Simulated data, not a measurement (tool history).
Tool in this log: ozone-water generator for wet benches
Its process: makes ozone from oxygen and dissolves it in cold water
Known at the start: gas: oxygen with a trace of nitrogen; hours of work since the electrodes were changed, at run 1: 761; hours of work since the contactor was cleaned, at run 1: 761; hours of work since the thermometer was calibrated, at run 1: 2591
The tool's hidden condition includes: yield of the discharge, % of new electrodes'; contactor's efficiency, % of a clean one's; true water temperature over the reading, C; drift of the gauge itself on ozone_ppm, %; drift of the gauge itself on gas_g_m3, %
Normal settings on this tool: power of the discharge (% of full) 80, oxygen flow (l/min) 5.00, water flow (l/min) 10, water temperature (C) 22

run    hour  power of the discharge (% of full)  oxygen flow (l/min)  water flow (l/min)  water temperature (C)  hours of work since the electrodes were changed  hours of work since the contactor was cleaned  hours of work since the thermometer was calibrated  dissolved ozone (ppm)  ozone in the gas ahead of the water (g/m3)
  1     0.0                                  80                 5.00                  10                     22                                              761                                            761                                                2591                   20.1                                       159.0
  2   124.7                                  80                 5.00                  10                     22                                              855                                            855                                                2685                   20.1                                       160.3
  3   196.3                                  80                 5.00                  10                     22                                              909                                            909                                                2739                   19.9                                       159.5
  4   273.1                                  96                 5.00                  10                     22                                              967                                            967                                                2797                   23.7                                       189.8
      358.5  -- water thermometer calibrated
  5   389.8                                  80                 5.00                  12                     22                                             1055                                           1055                                                  24                   17.1                                       160.3
  6   529.7                                  80                 5.00                  12                     22                                             1160                                           1160                                                 129                   17.2                                       158.8
  7   646.9                                  60                 5.18                  11                     21                                             1249                                           1249                                                 218                   14.3                                       120.6
  8   778.3                                  80                 7.39                  10                     22                                             1348                                           1348                                                 317                   19.7                                       139.5
  9   879.3                                  65                 7.25                  10                     23                                             1424                                           1424                                                 393                   15.9                                       114.5
 10   960.9                                  49                 5.00                  10                     29                                             1486                                           1486                                                 455                   11.0                                        99.4
 11  1080.1                                  49                 5.00                  10                     29                                             1576                                           1576                                                 545                   11.0                                       101.0

Each row is a separate what-if for the run after 11, all from the same tool condition, not one after another. Results?
  A  1222.3                                  80                 5.00                   8                     18                                             1683                                           1683                                                 652                      ?                                           ?
  B  1222.3                                  50                 5.98                  14                     29                                             1683                                           1683                                                 652                      ?                                           ?
  C  1222.3                                  79                 5.00                  10                     14                                             1683                                           1683                                                 652                      ?                                           ?

run  dissolved ozone (ppm)  ozone in the gas ahead of the water (g/m3)
  A                   25.7                                       161.9
  B                    8.5                                        97.2
  C                   23.2                                       158.4
Had the tool no hidden state, the same runs would have come out as:
run  dissolved ozone (ppm)  ozone in the gas ahead of the water (g/m3)
  A                   25.7                                       160.7
  B                    8.5                                        96.4
  C                   23.3                                       157.2
